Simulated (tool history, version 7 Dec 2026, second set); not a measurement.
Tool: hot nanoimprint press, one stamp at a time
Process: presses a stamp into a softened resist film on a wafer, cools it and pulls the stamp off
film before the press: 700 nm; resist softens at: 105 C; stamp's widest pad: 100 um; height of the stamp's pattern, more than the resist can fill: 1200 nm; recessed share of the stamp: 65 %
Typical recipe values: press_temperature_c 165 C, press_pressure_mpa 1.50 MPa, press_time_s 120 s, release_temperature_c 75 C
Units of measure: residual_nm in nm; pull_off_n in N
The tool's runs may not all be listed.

run,hour,press_temperature_c,press_pressure_mpa,press_time_s,release_temperature_c,residual_nm,pull_off_n
1,0.0,165,1.50,120,75,338.9,247
2,52.0,165,1.50,120,75,340.1,243
3,77.5,165,1.50,120,75,342.4,263
4,131.9,166,1.50,120,75,332.2,268
5,178.5,166,1.50,120,75,335.4,280
6,231.2,166,1.50,120,75,333.0,288
7,259.8,166,1.50,120,75,333.1,295
8,292.1,165,1.50,120,75,347.1,302
9,347.4,165,1.50,120,75,348.8,306
10,388.1,165,1.50,120,79,350.5,297
# hour 397.7: stamp cleaned and given a new release coat
11,447.9,165,1.50,123,75,347.6,235
12,477.7,165,1.50,123,75,348.3,253
13,504.6,175,2.18,74,82,259.1,227
14,555.1,153,1.54,132,77,496.0,236
15,582.5,168,1.01,69,71,453.1,264
# hour 588.1: plate thermocouple calibrated
16,613.2,167,2.37,120,68,279.6,294
17,640.4,161,1.22,211,77,371.7,270
18,686.2,161,1.22,211,77,375.4,286
19,742.1,161,1.22,99,77,471.8,288
20,786.6,161,1.22,61,63,532.0,356
# hour 827.3: plate thermocouple calibrated, once more
21,844.1,165,1.50,120,83,342.7,280
# hour 871.9: stamp cleaned and given a new release coat
22,878.9,174,0.96,220,80,246.5,206
23,933.8,157,0.95,237,64,425.0,262
24,978.3,158,1.69,77,70,472.2,256

Predict each of these 3 candidate next runs independently; none follows another, all start after run 24:
# hour 991.5: press's hydraulic seals changed and the load cell set to zero
A,1021.6,167,1.82,77,70,?,?
# hour 991.5: press's hydraulic seals changed and the load cell set to zero
B,1021.6,158,1.69,121,69,?,?
# hour 991.5: press's hydraulic seals changed and the load cell set to zero
C,1021.6,158,1.38,211,70,?,?

run,residual_nm,pull_off_n
A,351.3,275
B,415.3,278
C,375.0,264
Without the tool's unlogged condition, the same runs would have read:
run,residual_nm,pull_off_n
A,346.1,245
B,409.1,248
C,368.9,236

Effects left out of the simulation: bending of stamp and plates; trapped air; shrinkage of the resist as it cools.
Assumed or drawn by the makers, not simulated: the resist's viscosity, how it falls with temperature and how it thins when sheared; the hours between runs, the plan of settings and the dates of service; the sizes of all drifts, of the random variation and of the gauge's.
